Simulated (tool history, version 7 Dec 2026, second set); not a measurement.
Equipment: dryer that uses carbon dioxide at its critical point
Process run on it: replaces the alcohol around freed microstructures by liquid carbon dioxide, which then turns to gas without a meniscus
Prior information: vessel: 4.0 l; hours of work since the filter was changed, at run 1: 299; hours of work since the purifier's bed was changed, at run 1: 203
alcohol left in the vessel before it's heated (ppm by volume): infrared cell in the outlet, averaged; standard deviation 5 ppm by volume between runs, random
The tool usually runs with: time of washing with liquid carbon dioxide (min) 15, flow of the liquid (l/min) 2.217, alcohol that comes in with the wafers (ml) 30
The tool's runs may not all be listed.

run	hour	time of washing with liquid carbon dioxide (min)	flow of the liquid (l/min)	alcohol that comes in with the wafers (ml)	hours of work since the filter was changed	hours of work since the purifier's bed was changed	alcohol left in the vessel before it's heated (ppm by volume)
1	0.0	15	2.217	30	299	203	48
2	8.6	10	2.217	30	304	208	101
3	22.8	15	2.217	30	310	214	41
4	38.3	15	2.217	30	318	222	46
5	48.0	13	2.217	30	322	227	59
6	63.5	13	2.217	30	330	234	66
7	75.5	13	2.217	30	336	240	67
8	83.0	13	2.217	30	339	243	70
9	92.1	13	2.520	30	344	248	51
10	98.8	15	2.217	30	347	251	54
11	108.9	15	2.217	30	352	256	56
12	118.2	15	2.460	30	356	260	54
13	131.9	15	2.460	30	363	267	49
14	144.4	11	2.217	30	369	273	84
15	151.6	11	2.217	30	372	276	100
16	163.4	11	2.217	30	378	282	97
17	172.9	11	2.217	30	383	287	96
18	179.8	11	2.217	79	386	290	187
19	189.5	9	2.217	44	391	295	229
20	202.8	9	2.217	44	397	301	225
21	213.9	9	2.217	44	402	306	233
22	221.5	18	2.217	21	406	310	54
23	232.6	21	3.350	24	411	315	68
24	241.6	20	2.810	80	416	320	51
25	256.6	20	2.810	49	423	327	62
26	263.6	20	1.820	47	426	330	67
27	274.6	15	1.620	30	431	336	122
28	281.5	12	1.620	33	435	339	231
29	293.5	12	1.620	33	441	345	231
30	303.8	15	2.230	45	446	350	71
31	312.7	15	2.230	45	450	354	58
32	322.5	15	2.217	111	455	359	99
33	333.9	9	2.420	40	460	364	183
34	343.1	23	3.320	30	464	369	72

Results for each run, recomputed without the tool's hidden state and with each run's random variation untouched:
The hidden state here: flow that reaches the vessel past the clogged filter, %; alcohol in the recycled carbon dioxide, ppm; drift of the gauge itself on alcohol_ppm, %.
run	alcohol left in the vessel before it's heated (ppm by volume)
1	11
2	47
3	4
4	6
5	15
6	20
7	20
8	22
9	9
10	8
11	10
12	9
13	3
14	22
15	37
16	32
17	29
18	87
19	118
20	116
21	120
22	1
23	16
24	0
25	8
26	7
27	42
28	113
29	116
30	6
31	0
32	22
33	73
34	10

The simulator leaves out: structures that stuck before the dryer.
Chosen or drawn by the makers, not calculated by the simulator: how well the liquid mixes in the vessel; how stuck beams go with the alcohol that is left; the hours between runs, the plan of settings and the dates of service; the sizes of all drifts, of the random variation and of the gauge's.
